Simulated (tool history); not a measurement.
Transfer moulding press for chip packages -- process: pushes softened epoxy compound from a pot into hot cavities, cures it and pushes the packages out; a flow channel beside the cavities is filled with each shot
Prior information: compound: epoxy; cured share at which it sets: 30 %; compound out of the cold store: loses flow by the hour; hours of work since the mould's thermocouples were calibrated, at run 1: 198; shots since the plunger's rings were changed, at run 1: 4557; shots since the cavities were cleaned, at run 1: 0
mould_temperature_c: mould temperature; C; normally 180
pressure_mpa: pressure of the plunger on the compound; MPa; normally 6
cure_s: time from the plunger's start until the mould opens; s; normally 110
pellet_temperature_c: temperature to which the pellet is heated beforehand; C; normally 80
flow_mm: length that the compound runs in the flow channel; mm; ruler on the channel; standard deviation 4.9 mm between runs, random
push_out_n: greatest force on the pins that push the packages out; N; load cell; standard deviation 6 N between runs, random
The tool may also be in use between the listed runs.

run	day	mould_temperature_c	pressure_mpa	cure_s	pellet_temperature_c	hours of work since the mould's thermocouples were calibrated	shots since the plunger's rings were changed	shots since the cavities were cleaned	incoming compound's hours out of the cold store	flow_mm	push_out_n
1	0	180	6	110	80	198	4557	0	12	681	256
2	1.304	180	4.88	110	80	216	4861	304	18.7	594	416
3	2.592	180	4.88	110	80	234	5162	605	32.5	537	480
4	3.367	180	4.88	128	80	245	5344	787	28.3	548	425
# day 4.117: cavities cleaned with cleaning compound and waxed
5	4.158	180	6	110	80	255	5514	10	43.7	564	241
6	4.704	180	6	110	80	263	5641	137	35.6	585	322
7	5.346	180	6	110	80	272	5791	287	28.6	622	398
# day 6.496: plunger's sealing rings changed
8	6.508	180	6	110	80	287	2	534	12.7	720	498
9	7.062	180	6	110	80	294	132	664	38.7	617	483
# day 8.283: cavities cleaned with cleaning compound and waxed
10	8.35	180	6	110	80	312	418	16	47.6	580	249
11	9.417	180	6	110	80	326	666	264	19.9	683	412
12	10.296	180	6	110	80	339	872	470	35.9	613	442
13	11.488	180	5.85	110	80	355	1150	748	47.1	573	494
# day 12.342: cavities cleaned with cleaning compound and waxed
14	12.571	180	5.85	110	80	370	1389	54	39.5	599	279
15	13.429	180	5.85	110	80	382	1589	254	25.9	649	398
16	13.971	180	5.85	110	80	389	1716	381	18.5	671	473
17	14.871	180	5.85	110	80	402	1927	592	10.8	693	522
18	15.879	176	6.93	111	79	416	2161	826	8.5	786	743
# day 16.454: cavities cleaned with cleaning compound and waxed
19	16.808	180	5.25	133	80	428	2364	82	24.3	617	235
20	17.692	180	6.04	133	80	440	2570	288	31.9	625	317
21	18.658	177	5.46	149	80	454	2796	514	19.2	638	372
22	19.829	177	5.46	149	80	470	3070	788	40.3	569	397
# day 20.517: cavities cleaned with cleaning compound and waxed
23	20.9	177	5.46	149	80	484	3305	89	25.2	622	241
24	21.825	177	5.46	149	80	497	3521	305	8.6	678	346
25	22.883	177	6	110	76	512	3768	552	17.1	680	639
26	23.658	180	6.98	117	81	523	3949	733	22.5	697	483
# day 24.6: cavities cleaned with cleaning compound and waxed
27	24.662	180	6	125	83	536	4169	14	15.9	664	225
28	25.738	180	6	125	83	551	4420	265	16.4	671	334

Below are 5 alternative next runs, each starting from the tool's condition after run 28. Predict each:
A	26.35	178	6	97	80	560	4563	408	10.1	?	?
B	26.35	180	4.93	93	83	560	4563	408	8.4	?	?
C	26.35	180	4.63	90	80	560	4563	408	15.4	?	?
D	26.35	180	6	125	77	560	4563	408	34.9	?	?
E	26.35	175	5.13	110	80	560	4563	408	26.5	?	?

run	flow_mm	push_out_n
A	702	765
B	632	710
C	581	756
D	597	371
E	587	665
Without the tool's hidden state the same runs would have given:
run	flow_mm	push_out_n
A	737	373
B	665	346
C	611	374
D	628	192
E	617	324
